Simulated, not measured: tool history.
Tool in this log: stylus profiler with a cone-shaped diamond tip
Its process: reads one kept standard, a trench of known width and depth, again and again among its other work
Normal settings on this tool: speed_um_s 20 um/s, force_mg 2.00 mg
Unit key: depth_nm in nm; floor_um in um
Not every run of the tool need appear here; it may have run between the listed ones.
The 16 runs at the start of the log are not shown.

run,day,speed_um_s,force_mg,scans with this tip,hours of work since the height scale was calibrated,depth_nm,floor_um
17,20.721,20,2.00,8064,694,1006.35,25.90
18,21.679,20,2.00,8252,710,1006.21,25.89
19,23.371,20,2.00,8584,739,1006.32,25.92
20,24.962,20,2.00,8896,766,1006.17,25.88
21,26.712,20,2.00,9240,795,1006.16,25.90
22,28.046,59,0.93,9502,818,1003.69,25.56
# day 28.854: height scale calibrated on a step standard
23,28.929,8,2.01,9671,1,1006.17,25.94
24,30.071,8,2.01,9895,21,1006.16,25.92
25,30.842,8,2.01,10047,34,1006.20,25.97
26,32.154,8,2.01,10304,56,1006.30,25.95
27,33.592,8,4.99,10587,80,1011.29,25.95
28,34.438,8,4.99,10753,94,1011.35,25.94
29,35.617,8,4.99,10984,114,1011.35,25.97
30,36.675,22,2.00,11192,132,1006.06,25.85
31,37.421,22,2.00,11339,145,1005.96,25.91
32,38.462,75,1.15,11543,162,1004.28,25.59
33,40.200,24,0.74,11884,192,1003.33,25.87
34,41.383,8,5.58,12116,212,1012.15,25.98
35,42.888,13,2.14,12412,237,1006.46,25.89
36,43.904,20,0.71,12611,254,1003.20,25.86
37,45.500,37,2.90,12924,281,1007.80,25.89
38,47.008,8,0.82,13221,307,1003.38,25.95
39,48.208,9,1.68,13456,327,1005.37,25.97
40,49.896,9,1.68,13787,356,1005.48,25.94
41,50.983,5,4.91,14001,374,1011.23,25.99

Predict each of these 3 candidate next runs independently; none follows another, all start after run 41:
A,52.375,5,1.23,14275,398,?,?
B,52.375,27,4.59,14275,398,?,?
C,52.375,40,5.74,14275,398,?,?

run,depth_nm,floor_um
A,1004.35,25.98
B,1010.70,25.86
C,1012.38,25.93
Had the tool no hidden state, the same runs would have come out as:
run,depth_nm,floor_um
A,1004.34,25.99
B,1010.68,25.87
C,1012.37,25.94

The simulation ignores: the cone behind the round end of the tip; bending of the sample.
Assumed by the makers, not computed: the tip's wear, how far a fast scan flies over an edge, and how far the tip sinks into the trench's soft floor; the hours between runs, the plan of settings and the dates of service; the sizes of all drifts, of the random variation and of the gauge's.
